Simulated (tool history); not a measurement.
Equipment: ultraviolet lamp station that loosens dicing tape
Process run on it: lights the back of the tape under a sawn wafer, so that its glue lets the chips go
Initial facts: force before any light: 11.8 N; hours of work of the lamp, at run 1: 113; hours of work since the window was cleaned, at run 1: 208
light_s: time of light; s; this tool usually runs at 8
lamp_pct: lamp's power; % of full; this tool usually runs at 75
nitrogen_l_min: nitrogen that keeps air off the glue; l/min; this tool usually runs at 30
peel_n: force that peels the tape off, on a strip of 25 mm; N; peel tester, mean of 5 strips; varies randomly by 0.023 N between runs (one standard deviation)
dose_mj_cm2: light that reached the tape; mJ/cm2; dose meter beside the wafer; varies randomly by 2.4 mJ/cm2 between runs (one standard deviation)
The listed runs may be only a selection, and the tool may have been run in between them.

run,hour,light_s,lamp_pct,nitrogen_l_min,hours of work of the lamp,hours of work since the window was cleaned,peel_n,dose_mj_cm2
1,0,8,75,30,113,208,1.298,245
2,13.1,8,75,30,121,216,1.329,250
3,26.7,8,75,30,129,224,1.287,247
4,46.4,8,75,30,141,236,1.314,248
5,66.5,6,75,30,153,248,2.295,187
6,77.3,6,75,30,159,254,2.263,184
7,88.8,8,75,30,166,261,1.299,248
8,105.3,8,66,30,176,271,1.757,218
9,119.9,8,75,23,185,279,1.56,246
10,132.5,8,75,23,192,287,1.593,242
11,148.2,10,75,30,201,296,0.815,303
12,167.9,10,75,30,213,308,0.811,303
13,189.2,10,75,30,226,321,0.865,302
14,212,10,75,30,239,334,0.859,299
15,223.7,10,75,30,246,341,0.859,305
16,239.1,10,75,30,255,350,0.846,299
17,253.7,8,75,15,264,359,2.057,238
18,274.2,8,75,30,276,371,1.436,232
19,291.2,8,75,14,286,381,2.142,237
20,312.7,8,75,30,299,394,1.478,234
21,326,8,75,30,307,402,1.426,229
22,338.1,8,75,30,314,409,1.461,235
23,353.1,8,72,28,323,418,1.671,221
24,364.1,8,72,28,330,424,1.662,225
# hour 366.2: window cleaned of glue's vapour
25,387.7,9,89,29,343,13,0.821,304
26,405.5,9,89,29,354,23,0.849,299
27,423.4,11,69,29,365,34,0.965,288
# hour 425.4: window cleaned of glue's vapour, once more
28,434.1,9,76,30,371,5,0.981,276
29,453.2,15,80,41,382,17,0.183,478
30,470.6,8,89,27,392,27,1.005,284
31,488,8,89,27,403,37,1.049,281
32,508,8,82,9,414,49,2.216,259
33,517.8,6,73,27,420,55,2.626,174
34,532.6,12,73,54,429,64,0.426,349
35,545.6,5,73,27,437,71,3.374,144
36,567.8,5,73,27,450,85,3.255,142
37,581.7,8,85,14,458,93,1.716,270
38,597,8,73,23,467,102,1.739,226
39,615.5,4,78,51,478,113,3.439,124
40,631.6,5,74,9,488,122,4.591,147
41,648.4,5,74,9,498,132,4.673,145
42,659,7,88,11,504,139,2.34,238
43,673.4,7,88,11,513,147,2.297,239

4 ways to go on from here, each from the tool as it stands after run 43. What would each give?
A,693,6,75,23,524,159,?,?
B,693,4,79,39,524,159,?,?
C,693,15,75,30,524,159,?,?
D,693,8,77,30,524,159,?,?

run,peel_n,dose_mj_cm2
A,2.71,174
B,3.774,120
C,0.317,431
D,1.429,238
Stripped of hidden state, with their random variation kept, the same runs would have yielded:
run,peel_n,dose_mj_cm2
A,2.189,200
B,3.181,138
C,0.216,495
D,1.058,273

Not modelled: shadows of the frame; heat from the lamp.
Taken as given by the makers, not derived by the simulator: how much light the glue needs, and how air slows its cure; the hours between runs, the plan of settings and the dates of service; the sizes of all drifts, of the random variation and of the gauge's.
